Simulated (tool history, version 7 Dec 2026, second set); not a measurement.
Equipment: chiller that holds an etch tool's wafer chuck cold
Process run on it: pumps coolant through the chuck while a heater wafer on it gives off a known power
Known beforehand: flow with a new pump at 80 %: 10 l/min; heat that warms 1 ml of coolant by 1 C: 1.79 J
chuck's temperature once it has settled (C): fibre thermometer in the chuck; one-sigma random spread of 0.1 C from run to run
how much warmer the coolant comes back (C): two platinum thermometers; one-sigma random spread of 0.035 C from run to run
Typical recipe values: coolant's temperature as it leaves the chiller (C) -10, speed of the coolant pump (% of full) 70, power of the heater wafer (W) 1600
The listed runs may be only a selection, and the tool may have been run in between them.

run,hour,coolant's temperature as it leaves the chiller (C),speed of the coolant pump (% of full),power of the heater wafer (W),chuck's temperature once it has settled (C),how much warmer the coolant comes back (C)
1,0.0,-10,70,1600,4.3,6.47
2,58.4,-10,70,1600,4.4,6.41
3,102.0,-10,70,1600,4.3,6.46
4,141.3,-10,70,1600,4.4,6.50
5,193.3,-10,70,1600,4.4,6.42
6,232.7,-10,70,1600,4.5,6.47
7,272.1,-10,70,1600,4.5,6.47
8,320.0,-10,70,1600,4.6,6.44
9,358.9,-10,70,1600,4.6,6.56
10,394.7,-10,70,1600,4.7,6.43
11,449.9,-10,70,1600,4.4,6.45
12,487.5,-10,70,1600,4.7,6.58
13,546.2,-10,70,1756,6.0,7.17
14,594.7,-10,70,1756,6.1,7.19
15,636.2,-10,70,2134,9.5,8.73
16,666.9,-10,70,2191,10.0,9.00
17,713.7,-14,74,1600,0.1,6.26
# hour 719.8: chiller's thermometer calibrated
18,761.2,-6,61,1600,10.4,7.59
19,808.4,-14,83,2385,5.7,8.23
# hour 813.8: chiller's thermometer calibrated, once more
20,841.3,-11,68,1912,6.9,8.12
21,900.2,-3,70,1059,6.7,4.34
22,948.5,-3,70,1059,6.7,4.32
23,984.4,-2,86,2068,14.3,6.93
24,1025.8,-2,86,2068,14.3,6.89
25,1071.5,-2,86,2068,14.3,6.96
26,1125.8,-2,86,2068,14.3,6.91
27,1176.4,-10,70,2375,12.0,9.90
28,1224.3,-7,76,2375,13.6,9.13
29,1281.4,-18,76,1605,-4.0,6.14
30,1328.9,-10,70,964,-0.8,4.00
31,1385.7,-10,70,964,-1.0,4.08

5 options for the next run, each taken on its own from the tool as it stands now. Forecast them:
A,1439.8,-8,80,1009,?,?
B,1439.8,-19,70,819,?,?
C,1439.8,-10,81,964,?,?
D,1439.8,-10,73,964,?,?
E,1439.8,-19,70,1398,?,?

run,chuck's temperature once it has settled (C),how much warmer the coolant comes back (C)
A,0.6,3.69
B,-11.2,3.45
C,-1.8,3.51
D,-1.2,3.87
E,-5.7,5.86
With the hidden condition removed and each run's random variation left untouched, the same runs would have given:
run,chuck's temperature once it has settled (C),how much warmer the coolant comes back (C)
A,-0.7,3.38
B,-12.4,3.16
C,-3.0,3.22
D,-2.6,3.55
E,-7.7,5.38
